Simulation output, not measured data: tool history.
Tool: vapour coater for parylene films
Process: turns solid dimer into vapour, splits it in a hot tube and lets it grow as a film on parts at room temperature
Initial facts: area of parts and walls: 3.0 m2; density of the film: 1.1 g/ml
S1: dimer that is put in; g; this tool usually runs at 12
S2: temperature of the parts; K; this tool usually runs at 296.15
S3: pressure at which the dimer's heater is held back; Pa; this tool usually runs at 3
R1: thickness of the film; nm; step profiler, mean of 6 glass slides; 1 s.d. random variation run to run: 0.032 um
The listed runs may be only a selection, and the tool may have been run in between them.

run 1 hour=0 | S1=12 S2=296.15 S3=3 | R1=2830
run 2 hour=15.3 | S1=12 S2=296.15 S3=3 | R1=2820
run 3 hour=40.7 | S1=12 S2=298.15 S3=3 | R1=2530
run 4 hour=69.3 | S1=6 S2=298.15 S3=3 | R1=1320
run 5 hour=93.4 | S1=12 S2=296.15 S3=3 | R1=2690
run 6 hour=118.8 | S1=12 S2=296.15 S3=3 | R1=2720
-- hour=133.4 trap's valve overhauled
run 7 hour=154.2 | S1=12 S2=296.15 S3=3 | R1=3040
run 8 hour=182.9 | S1=12 S2=296.15 S3=3 | R1=3050
run 9 hour=206.2 | S1=12 S2=296.15 S3=3 | R1=3000
run 10 hour=229.4 | S1=16 S2=296.15 S3=3 | R1=3900
run 11 hour=250.6 | S1=12 S2=296.15 S3=3 | R1=3030
run 12 hour=270.3 | S1=12 S2=303.15 S3=3 | R1=2220
run 13 hour=288.4 | S1=12 S2=303.15 S3=3 | R1=2150
run 14 hour=311.1 | S1=12 S2=303.15 S3=3 | R1=2160
run 15 hour=341.4 | S1=12 S2=303.15 S3=3 | R1=2190
run 16 hour=368.2 | S1=12 S2=303.15 S3=3 | R1=2150
run 17 hour=392.3 | S1=12 S2=303.15 S3=3 | R1=2150
run 18 hour=411.7 | S1=12 S2=296.15 S3=3.19 | R1=2780
run 19 hour=430 | S1=12 S2=296.15 S3=3.19 | R1=2760
run 20 hour=458.6 | S1=12 S2=296.15 S3=3.19 | R1=2740
run 21 hour=490.5 | S1=12 S2=296.15 S3=3 | R1=2720
run 22 hour=508.7 | S1=12 S2=296.15 S3=2.51 | R1=2770
run 23 hour=542.2 | S1=12 S2=296.15 S3=6.07 | R1=2490
run 24 hour=570.9 | S1=12 S2=296.15 S3=6.07 | R1=2450
-- hour=587.2 trap's valve overhauled
run 25 hour=595.2 | S1=19 S2=296.15 S3=2.93 | R1=4810
-- hour=598.7 table's thermometer calibrated
run 26 hour=614.6 | S1=9 S2=296.15 S3=6.72 | R1=2010
run 27 hour=635.4 | S1=9 S2=296.15 S3=6.72 | R1=2060
run 28 hour=659 | S1=9 S2=296.15 S3=6.72 | R1=1980
run 29 hour=691.5 | S1=11 S2=293.15 S3=3 | R1=2990
run 30 hour=719 | S1=11 S2=293.15 S3=3.29 | R1=2990
run 31 hour=745.9 | S1=6 S2=296.15 S3=2.56 | R1=1470
-- hour=754.5 table's thermometer calibrated, once more
run 32 hour=776.2 | S1=6 S2=296.15 S3=2.56 | R1=1460
run 33 hour=808.2 | S1=20 S2=296.15 S3=4.07 | R1=4610
run 34 hour=835.8 | S1=14 S2=290.15 S3=8.37 | R1=3710
run 35 hour=849.8 | S1=19 S2=299.15 S3=3 | R1=4020
run 36 hour=876.8 | S1=19 S2=299.15 S3=3 | R1=3940
run 37 hour=895.4 | S1=19 S2=299.15 S3=3 | R1=3890
run 38 hour=913.5 | S1=19 S2=299.15 S3=3 | R1=3860
run 39 hour=942.8 | S1=7 S2=289.15 S3=2.9 | R1=1830
run 40 hour=976 | S1=6 S2=296.15 S3=3.69 | R1=1370
run 41 hour=991.3 | S1=15 S2=289.15 S3=9.34 | R1=3900
run 42 hour=1014.1 | S1=11 S2=290.15 S3=7.14 | R1=2810
-- hour=1043.6 trap's valve overhauled
run 43 hour=1044.5 | S1=17 S2=308.15 S3=8.67 | R1=2320
run 44 hour=1069.6 | S1=5 S2=300.15 S3=2.96 | R1=1090
run 45 hour=1090.8 | S1=6 S2=301.15 S3=3 | R1=1220
run 46 hour=1120.8 | S1=17 S2=307.15 S3=9.36 | R1=2320

Alternative continuations, all from the tool just after run 46; predict every row:
run A hour=1144.7 | S1=12 S2=296.15 S3=3.53 | R1=?
run B hour=1144.7 | S1=7 S2=296.15 S3=3 | R1=?
run C hour=1144.7 | S1=12 S2=296.15 S3=6.09 | R1=?
run D hour=1144.7 | S1=8 S2=305.15 S3=9.36 | R1=?
run E hour=1144.7 | S1=8 S2=303.15 S3=3.53 | R1=?

run=A R1=2960
run=B R1=1710
run=C R1=2730
run=D R1=1180
run=E R1=1500
Had the tool no hidden state, the same runs would have come out as:
run=A R1=3060
run=B R1=1770
run=C R1=2820
run=D R1=1220
run=E R1=1540
